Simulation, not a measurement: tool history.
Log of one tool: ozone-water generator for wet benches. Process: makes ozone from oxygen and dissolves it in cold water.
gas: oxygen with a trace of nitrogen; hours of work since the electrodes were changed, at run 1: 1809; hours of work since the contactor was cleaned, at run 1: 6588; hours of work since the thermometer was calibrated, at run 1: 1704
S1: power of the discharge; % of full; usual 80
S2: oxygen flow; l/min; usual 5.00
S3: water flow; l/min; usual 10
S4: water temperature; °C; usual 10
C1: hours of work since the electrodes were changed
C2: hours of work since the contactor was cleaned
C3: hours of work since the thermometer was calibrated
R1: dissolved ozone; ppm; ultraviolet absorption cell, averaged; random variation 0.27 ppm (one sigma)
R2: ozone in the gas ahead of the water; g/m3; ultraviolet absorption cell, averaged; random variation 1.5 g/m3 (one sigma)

| run | hour | S1 | S2 | S3 | S4 | C1 | C2 | C3 | R1 | R2 |
|---|---|---|---|---|---|---|---|---|---|---|
| 1 | 0.0 | 80 | 5.00 | 10 | 10 | 1809 | 6588 | 1704 | 36.6 | 278.9 |
| 2 | 56.6 | 80 | 5.00 | 8 | 10 | 1865 | 6644 | 1760 | 43.6 | 278.0 |
| 3 | 103.8 | 80 | 5.00 | 10 | 10 | 1912 | 6690 | 1807 | 36.3 | 278.0 |
| 4 | 151.8 | 80 | 5.00 | 10 | 10 | 1959 | 6738 | 1854 | 35.9 | 276.9 |
| 5 | 185.8 | 80 | 5.00 | 10 | 10 | 1993 | 6772 | 1888 | 36.1 | 278.2 |
| 6 | 212.0 | 80 | 5.00 | 10 | 10 | 2019 | 6797 | 1914 | 36.0 | 278.7 |
| 7 | 246.8 | 80 | 3.00 | 8 | 10 | 2053 | 6832 | 1948 | 43.3 | 349.5 |
| 8 | 290.7 | 80 | 3.00 | 8 | 10 | 2097 | 6875 | 1992 | 43.4 | 351.1 |
| 9 | 320.9 | 67 | 3.81 | 14 | 10 | 2127 | 6905 | 2022 | 22.8 | 274.0 |

The next listed run, before its measurement:
| 10 | 362.4 | 67 | 6.70 | 8 | 10 | 2168 | 6946 | 2063 | ? | ? |

R1: 35.9 ppm
R2: 210.1 g/m3
Without the tool's hidden state the same run would have given R1 40.4 ppm, R2 216.8 g/m3.
